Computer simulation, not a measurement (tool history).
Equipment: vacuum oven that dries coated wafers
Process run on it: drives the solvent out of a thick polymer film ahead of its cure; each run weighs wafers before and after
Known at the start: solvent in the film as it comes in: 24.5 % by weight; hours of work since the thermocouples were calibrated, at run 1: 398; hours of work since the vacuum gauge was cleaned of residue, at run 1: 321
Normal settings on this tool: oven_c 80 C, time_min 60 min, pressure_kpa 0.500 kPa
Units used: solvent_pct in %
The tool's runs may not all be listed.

run   hour  oven_c  time_min  pressure_kpa  hours of work since the thermocouples were calibrated  hours of work since the vacuum gauge was cleaned of residue  solvent_pct
  1    0.0      80        60         0.500                                                    398                                                          321         1.25
  2   18.2      80        60         0.500                                                    407                                                          330         1.28
  3   38.0      80        60         0.500                                                    418                                                          341         1.27
  4   47.2      80        39         0.500                                                    423                                                          346         3.11
  5   68.8      93        60         0.500                                                    434                                                          357         0.24
  6   83.7      93        60         0.500                                                    442                                                          365         0.17
  7   94.9      93        60         0.269                                                    448                                                          371         0.13
  8  115.9      93        60         0.269                                                    459                                                          382         0.05
  9  124.8      93        60         0.269                                                    464                                                          387         0.13
 10  145.9      93        60         0.269                                                    475                                                          398         0.17
 11  155.7      80        60         0.500                                                    480                                                          403         1.29
 12  176.4      80        60         0.424                                                    491                                                          414         1.21
 13  193.6      80        60         0.500                                                    500                                                          423         1.29
 14  205.4      80        60         0.500                                                    507                                                          430         1.30
 15  226.7      80        60         0.500                                                    518                                                          441         1.32
 16  244.0      80        60         0.500                                                    527                                                          450         1.30
 17  264.1      88        37         1.545                                                    538                                                          461         1.78
 18  274.2      88        37         1.545                                                    543                                                          466         1.77
 19  291.2      88        37         1.545                                                    552                                                          475         1.79
 20  304.4      88        37         1.545                                                    559                                                          482         1.85
 21  314.6      88        37         1.545                                                    565                                                          488         1.81
 22  324.0      70       103         0.311                                                    570                                                          493         1.42
 23  342.8      70        78         0.470                                                    580                                                          503         2.63
 24  351.9      70        60         0.500                                                    584                                                          507         4.14
 25  365.1      70        60         0.500                                                    591                                                          514         4.09
 26  376.2      70        60         0.500                                                    597                                                          520         4.15
 27  390.2      92        96         1.456                                                    605                                                          528         0.55
 28  406.6      76        85         0.713                                                    613                                                          536         1.11
 29  422.7      76        85         0.713                                                    622                                                          545         1.15
 30  435.8      76        85         0.713                                                    629                                                          552         1.16
 31  447.6      76        85         0.713                                                    635                                                          558         1.12
 32  468.4      92        96         0.617                                                    646                                                          569         0.19

Forecast each of these 4 alternatives for the next run:
  A  489.5      91        69         0.617                                                    657                                                          580            ?
  B  489.5      80        44         1.375                                                    657                                                          580            ?
  C  489.5      66        96         0.617                                                    657                                                          580            ?
  D  489.5      71        60         0.734                                                    657                                                          580            ?

run  solvent_pct
  A         0.27
  B         2.96
  C         3.03
  D         3.86
Stripped of hidden state, with their random variation kept, the same runs would have yielded:
run  solvent_pct
  A         0.27
  B         2.97
  C         3.04
  D         3.87
